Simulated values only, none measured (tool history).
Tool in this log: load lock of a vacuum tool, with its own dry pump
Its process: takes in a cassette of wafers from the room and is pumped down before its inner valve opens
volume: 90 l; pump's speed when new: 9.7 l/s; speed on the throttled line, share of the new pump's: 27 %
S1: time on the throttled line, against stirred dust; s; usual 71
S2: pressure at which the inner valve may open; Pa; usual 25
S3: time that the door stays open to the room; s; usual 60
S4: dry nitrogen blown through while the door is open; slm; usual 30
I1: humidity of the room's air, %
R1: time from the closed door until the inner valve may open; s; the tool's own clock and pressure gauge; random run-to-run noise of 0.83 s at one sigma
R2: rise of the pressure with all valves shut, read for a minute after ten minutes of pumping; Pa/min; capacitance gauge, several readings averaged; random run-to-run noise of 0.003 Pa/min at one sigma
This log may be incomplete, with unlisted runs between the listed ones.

Run 1, hour 0.0: usual settings; I1 47.5. Result: R1 128.6 s, R2 0.011 Pa/min.
Run 2, hour 163.1: usual settings but S1 47 s; I1 41.9. Result: R1 111.1 s, R2 0.014 Pa/min.
Run 3, hour 346.1: usual settings but S1 47 s, S3 37 s; I1 44.9. Result: R1 111.3 s, R2 0.012 Pa/min.
Run 4, hour 524.7: usual settings but S1 47 s, S2 39 Pa, S3 37 s; I1 50.3. Result: R1 107.2 s, R2 0.013 Pa/min.
Run 5, hour 717.2: usual settings but S1 47 s, S2 39 Pa, S3 37 s; I1 46.3. Result: R1 107.1 s, R2 0.009 Pa/min.
Run 6, hour 900.5: usual settings but S1 47 s, S2 28 Pa, S3 37 s; I1 43.6. Result: R1 110.2 s, R2 0.011 Pa/min.
Run 7, hour 1053.3: usual settings but S1 47 s, S2 28 Pa, S3 37 s; I1 45.0. Result: R1 110.3 s, R2 0.008 Pa/min.
Run 8, hour 1212.4: usual settings but S1 47 s, S2 28 Pa, S3 37 s; I1 46.0. Result: R1 110.0 s, R2 0.009 Pa/min.
Run 9, hour 1289.9: usual settings but S4 8 slm; I1 41.6. Result: R1 130.9 s, R2 0.019 Pa/min.
Run 10, hour 1406.1: usual settings but S4 8 slm; I1 45.1. Result: R1 128.7 s, R2 0.025 Pa/min.
Run 11, hour 1529.8: usual settings but S4 8 slm; I1 42.5. Result: R1 128.9 s, R2 0.020 Pa/min.
Run 12, hour 1695.2: usual settings; I1 41.7. Result: R1 129.5 s, R2 0.014 Pa/min.
Run 13, hour 1823.0: usual settings but S4 42 slm; I1 43.3. Result: R1 129.1 s, R2 0.012 Pa/min.
Run 14, hour 1919.1: usual settings; I1 45.5. Result: R1 129.4 s, R2 0.012 Pa/min.
Run 15, hour 2020.1: usual settings; I1 44.9. Result: R1 129.4 s, R2 0.017 Pa/min.
Run 16, hour 2138.7: usual settings but S1 83 s, S3 57 s; I1 43.4. Result: R1 138.0 s, R2 0.013 Pa/min.
Run 17, hour 2301.5: usual settings but S1 83 s, S3 57 s; I1 46.7. Result: R1 136.9 s, R2 0.018 Pa/min.
Run 18, hour 2427.5: usual settings but S1 83 s, S3 57 s; I1 47.1. Result: R1 138.7 s, R2 0.012 Pa/min.
Run 19, hour 2561.4: usual settings but S3 44 s, S4 8 slm; I1 46.7. Result: R1 128.9 s, R2 0.021 Pa/min.
Run 20, hour 2742.5: usual settings but S3 44 s, S4 8 slm; I1 46.7. Result: R1 129.3 s, R2 0.019 Pa/min.
Run 21, hour 2910.2: usual settings but S3 44 s, S4 8 slm; I1 48.0. Result: R1 129.0 s, R2 0.021 Pa/min.
Run 22, hour 3045.7: usual settings but S3 69 s; I1 48.0. Result: R1 127.6 s, R2 0.015 Pa/min.
Run 23, hour 3179.2: usual settings but S1 63 s, S2 29 Pa; I1 45.4. Result: R1 121.1 s, R2 0.007 Pa/min.
Run 24, hour 3328.6: usual settings but S2 40 Pa; I1 44.2. Result: R1 124.1 s, R2 0.017 Pa/min.
Run 25, hour 3510.0: usual settings but S2 40 Pa, S3 166 s, S4 20 slm; I1 44.6. Result: R1 124.9 s, R2 0.022 Pa/min.
Run 26, hour 3607.9: usual settings but S2 40 Pa, S3 166 s, S4 20 slm; I1 45.5. Result: R1 125.9 s, R2 0.019 Pa/min.
Run 27, hour 3753.2: usual settings but S2 40 Pa, S3 166 s, S4 20 slm; I1 47.8. Result: R1 123.6 s, R2 0.027 Pa/min.
Run 28, hour 3862.0: usual settings but S2 40 Pa, S3 166 s, S4 20 slm; I1 47.3. Result: R1 125.8 s, R2 0.027 Pa/min.
Run 29, hour 3947.7: usual settings but S1 44 s, S3 35 s, S4 32 slm; I1 45.7. Result: R1 110.3 s, R2 0.007 Pa/min.
Run 30, hour 4109.3: usual settings but S2 23 Pa; I1 44.7. Result: R1 132.7 s, R2 0.018 Pa/min.

Missing from the log above: 1 entry noted between runs. For each, name the pair of listed runs it sits between and say how the tool's hidden condition differs from the listed run just before to the listed run just after:
In the gap between runs 24 and 25: door's seal changed, seat wiped (hour 3415.3)
  leak at the door's seal, Pa l/s: 0.0036 -> 0.002

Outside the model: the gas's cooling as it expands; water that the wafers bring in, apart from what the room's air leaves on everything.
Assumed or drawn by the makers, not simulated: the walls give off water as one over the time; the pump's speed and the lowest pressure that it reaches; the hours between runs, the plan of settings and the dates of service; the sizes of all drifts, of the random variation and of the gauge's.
